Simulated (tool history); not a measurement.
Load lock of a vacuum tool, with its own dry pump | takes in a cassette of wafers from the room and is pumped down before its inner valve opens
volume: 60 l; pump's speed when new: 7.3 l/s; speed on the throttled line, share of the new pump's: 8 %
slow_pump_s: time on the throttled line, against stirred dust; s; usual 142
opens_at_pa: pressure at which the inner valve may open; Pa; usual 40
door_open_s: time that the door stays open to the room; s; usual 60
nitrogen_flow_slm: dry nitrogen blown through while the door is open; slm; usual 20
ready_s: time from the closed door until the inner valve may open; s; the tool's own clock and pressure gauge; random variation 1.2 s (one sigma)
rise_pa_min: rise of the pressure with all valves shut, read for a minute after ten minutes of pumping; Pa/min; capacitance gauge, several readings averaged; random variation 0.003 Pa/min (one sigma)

run	hour	slow_pump_s	opens_at_pa	door_open_s	nitrogen_flow_slm	incoming humidity of the room's air, %	ready_s	rise_pa_min
1	0.0	142	40	60	20	43.9	204.2	0.174
2	268.0	142	28	60	20	47.8	206.6	0.179
3	463.6	142	40	60	20	43.5	203.5	0.180
4	631.8	142	40	60	20	45.2	203.3	0.188
5	794.0	180	40	60	20	48.1	240.5	0.186
6	1117.2	180	40	33	20	45.2	237.3	0.193
7	1396.4	180	40	33	20	46.1	239.5	0.196
8	1557.9	142	40	60	20	47.5	206.4	0.203
9	1782.4	142	40	60	20	43.1	207.5	0.207
10	1926.6	142	40	60	20	44.2	207.2	0.204
11	2242.8	142	35	60	20	42.2	208.3	0.216
12	2502.4	142	35	60	20	44.6	208.3	0.219
13	2744.5	150	35	60	20	48.2	217.6	0.224
14	2877.7	75	37	60	20	43.1	149.5	0.229
15	3042.8	142	40	129	32	40.7	209.1	0.240
16	3314.2	84	73	129	7	45.4	151.5	0.259
17	3489.2	185	73	129	7	43.8	241.3	0.268
18	3674.1	72	50	129	7	42.7	144.7	0.269
19	3807.9	142	64	58	20	48.3	208.2	0.249
20	4040.5	142	29	85	20	42.0	214.8	0.259
21	4290.6	244	52	100	7	47.5	299.0	0.284
22	4513.9	244	59	100	12	42.1	299.7	0.281
23	4652.9	244	59	100	12	44.4	300.1	0.286
24	4902.8	244	59	37	18	43.5	300.4	0.267
25	5074.9	88	40	60	29	46.3	164.6	0.271

Measured less the same run without the tool's hidden state. The same run-to-run variation is in both; the gauge's scatter may not be:
The hidden state here: pump's speed, % of a new pump's; leak at the door's seal, Pa l/s; drift of the gauge itself on ready_s, %; drift of the gauge itself on rise_pa_min, %.
run	ready_s	rise_pa_min
1	+8.3	+0.145
2	+9.3	+0.149
3	+9.1	+0.153
4	+9.3	+0.156
5	+9.1	+0.157
6	+9.6	+0.166
7	+10.1	+0.171
8	+11.1	+0.175
9	+11.6	+0.179
10	+11.8	+0.179
11	+12.6	+0.189
12	+13.2	+0.192
13	+13.6	+0.196
14	+15.2	+0.201
15	+13.9	+0.203
16	+14.5	+0.208
17	+12.5	+0.212
18	+16.3	+0.217
19	+14.8	+0.217
20	+16.9	+0.227
21	+13.3	+0.230
22	+13.6	+0.237
23	+13.8	+0.236
24	+14.2	+0.245
25	+20.0	+0.243
